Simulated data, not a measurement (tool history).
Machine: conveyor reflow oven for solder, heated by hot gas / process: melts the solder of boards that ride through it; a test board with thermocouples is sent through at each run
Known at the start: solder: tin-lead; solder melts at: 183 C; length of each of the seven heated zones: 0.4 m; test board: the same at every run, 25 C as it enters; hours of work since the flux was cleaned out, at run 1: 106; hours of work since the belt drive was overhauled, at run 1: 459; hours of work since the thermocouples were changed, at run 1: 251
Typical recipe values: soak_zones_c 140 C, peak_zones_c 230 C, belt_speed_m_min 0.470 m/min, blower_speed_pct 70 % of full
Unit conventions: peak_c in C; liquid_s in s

run,hour,soak_zones_c,peak_zones_c,belt_speed_m_min,blower_speed_pct,hours of work since the flux was cleaned out,hours of work since the belt drive was overhauled,hours of work since the thermocouples were changed,peak_c,liquid_s
1,0.0,140,230,0.470,70,106,459,251,218.1,79.2
2,7.0,140,232,0.470,70,110,463,255,219.8,81.4
3,15.0,142,230,0.470,70,115,468,260,218.3,80.7
4,26.9,142,230,0.470,70,122,475,267,218.4,80.9
5,38.7,140,230,0.475,70,129,482,274,217.8,78.3
6,49.4,140,230,0.475,70,136,489,281,217.9,78.1
7,55.1,140,230,0.475,70,139,493,285,217.7,78.2
8,61.0,140,230,0.475,70,143,496,288,217.9,78.5
9,73.4,140,230,0.475,65,151,504,296,216.7,76.9
10,81.0,140,230,0.470,70,155,509,301,217.8,79.5
11,88.6,140,230,0.470,70,160,513,305,218.1,79.1
12,102.1,140,230,0.470,53,168,522,314,213.7,73.8
13,115.7,140,230,0.470,53,177,530,322,213.8,73.4
14,124.9,140,230,0.394,70,183,536,328,222.0,101.3
15,130.8,140,230,0.394,70,186,539,331,222.3,101.6
16,143.5,140,230,0.470,70,194,547,339,218.0,80.0
17,149.6,140,230,0.470,70,198,551,343,218.0,79.7
18,159.4,140,230,0.470,70,204,557,349,218.0,79.5
19,169.1,140,230,0.470,70,210,563,355,218.2,79.8
20,179.6,140,230,0.470,70,216,569,361,217.9,79.5
21,193.0,140,230,0.470,70,225,578,370,218.0,79.6
22,198.8,140,230,0.470,70,228,581,373,217.8,79.5
23,212.5,140,230,0.470,70,237,590,382,217.8,79.4
24,225.8,141,219,0.550,70,245,598,390,204.0,51.8
25,237.3,141,219,0.550,70,252,605,397,204.0,51.6
26,246.1,141,219,0.550,70,257,610,402,204.1,51.7
27,259.4,139,228,0.500,80,265,618,411,216.2,72.4
28,272.7,134,228,0.474,63,274,627,419,213.3,70.4
29,281.2,134,228,0.536,71,279,632,424,211.1,59.3
30,291.2,140,222,0.420,80,285,638,430,215.1,88.1
31,298.2,140,239,0.470,56,289,642,434,222.5,83.0

Per-run results on a tool with no hidden state, each run keeping its own random variation:
Hidden conditions of the tool in this case: heat that the gas passes to the board, % of a clean oven's; belt's true speed, % of the reading; true gas temperature in zones 6 and 7 over the reading, C; drift of the gauge itself on peak_c, C; drift of the gauge itself on liquid_s, %.
run,peak_c,liquid_s
1,217.0,77.8
2,218.7,80.0
3,217.3,79.4
4,217.4,79.5
5,216.8,77.0
6,216.9,76.8
7,216.6,76.8
8,216.8,77.1
9,215.7,75.5
10,216.8,78.1
11,217.1,77.8
12,212.6,72.2
13,212.7,71.8
14,220.8,99.6
15,221.1,100.0
16,217.0,78.6
17,217.0,78.3
18,217.0,78.1
19,217.1,78.4
20,216.8,78.1
21,217.0,78.1
22,216.7,78.0
23,216.7,78.0
24,203.1,50.5
25,203.1,50.3
26,203.2,50.4
27,215.2,71.2
28,212.3,68.9
29,210.3,58.2
30,213.9,86.6
31,221.4,81.4
